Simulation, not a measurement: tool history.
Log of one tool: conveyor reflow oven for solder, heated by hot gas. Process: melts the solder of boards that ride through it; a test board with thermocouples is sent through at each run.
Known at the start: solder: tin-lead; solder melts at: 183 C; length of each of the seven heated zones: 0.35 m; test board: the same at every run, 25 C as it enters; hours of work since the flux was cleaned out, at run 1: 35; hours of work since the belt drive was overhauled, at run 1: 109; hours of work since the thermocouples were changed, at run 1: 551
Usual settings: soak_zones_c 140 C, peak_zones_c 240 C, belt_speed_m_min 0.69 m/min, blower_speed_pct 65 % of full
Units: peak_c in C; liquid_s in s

run   hour  soak_zones_c  peak_zones_c  belt_speed_m_min  blower_speed_pct  hours of work since the flux was cleaned out  hours of work since the belt drive was overhauled  hours of work since the thermocouples were changed  peak_c  liquid_s
  1      0           140           240              0.69                65                                            35                                                109                                                 551   222.6      48.9
  2    8.8           140           248              0.69                65                                            39                                                112                                                 555   229.3        52
  3   16.1           140           248              0.69                65                                            42                                                116                                                 559   228.9      52.5
  4   23.9           140           248              0.69                65                                            46                                                119                                                 562   229.2      52.3
  5   33.8           140           240             0.718                65                                            50                                                124                                                 567     221        46
  6   42.9           140           231              0.69                65                                            54                                                128                                                 571   214.5      44.4
  7   52.1           140           231              0.69                65                                            58                                                132                                                 575   214.2      44.2
  8   61.7           147           231              0.69                65                                            63                                                136                                                 579   216.1      47.7
  9   72.4           147           231              0.69                65                                            68                                                141                                                 584   215.9      47.8
 10   78.2           147           231              0.69                65                                            70                                                144                                                 587   215.7      47.9
 11   83.9           147           231              0.69                65                                            73                                                146                                                 589   215.5      47.7
 12   91.7           147           231              0.69                65                                            76                                                150                                                 593   216.4      47.6
 13   99.1           140           238              0.69                65                                            80                                                153                                                 596   220.7      48.1
 14  105.3           140           240              0.69                65                                            83                                                156                                                 599   222.4      48.8
 15  110.5           140           240              0.69                54                                            85                                                159                                                 601     220      47.4
 16  117.2           131           248             0.672                78                                            88                                                162                                                 604   230.9      52.2
 17  126.8           131           254             0.672                78                                            92                                                166                                                 609   235.9      54.6
 18  132.5           140           254              0.69                50                                            95                                                168                                                 611   230.9      53.1
 19  139.1           140           254              0.69                50                                            98                                                171                                                 614   230.8      52.9
 20  146.5           140           250             0.818                50                                           101                                                175                                                 618   220.3      39.6
 21  155.4           153           231             0.706                50                                           105                                                179                                                 622   213.5      46.4
 22  167.6           140           236              0.69                56                                           111                                                184                                                 627   217.6      45.8
 23  176.4           131           243              0.69                85                                           115                                                188                                                 631   226.4      48.8
 24  185.7           135           240             0.656                57                                           119                                                193                                                 635   221.4      49.3
 25  195.1           140           240              0.69                66                                           123                                                197                                                 640   221.8      49.2
 26  201.1           140           254             0.716                65                                           126                                                199                                                 642   233.1      52.2
 27  211.3           125           254             0.664                63                                           130                                                204                                                 647   233.1      52.7
 28  216.9           137           245             0.603                59                                           133                                                207                                                 649     230      59.3
 29  227.4           140           249             0.641                65                                           138                                                211                                                 654   233.4      57.6
 30  232.5           140           248             0.641                82                                           140                                                214                                                 656   233.8      59.2

4 ways to go on from here, each from the tool as it stands after run 30. What would each give?
  A  240.7           140           240             0.712                74                                           144                                                217                                                 660       ?         ?
  B  240.7           154           248             0.702                69                                           144                                                217                                                 660       ?         ?
  C  240.7           132           248             0.651                64                                           144                                                217                                                 660       ?         ?
  D  240.7           135           248             0.582                83                                           144                                                217                                                 660       ?         ?

run  peak_c  liquid_s
  A   223.3      47.5
  B   232.1      56.2
  C   229.5      53.7
  D   236.5      64.9
Without the tool's hidden state the same runs would have given:
run  peak_c  liquid_s
  A   223.4      47.5
  B   232.3      56.2
  C   229.6      53.7
  D   236.6      64.9

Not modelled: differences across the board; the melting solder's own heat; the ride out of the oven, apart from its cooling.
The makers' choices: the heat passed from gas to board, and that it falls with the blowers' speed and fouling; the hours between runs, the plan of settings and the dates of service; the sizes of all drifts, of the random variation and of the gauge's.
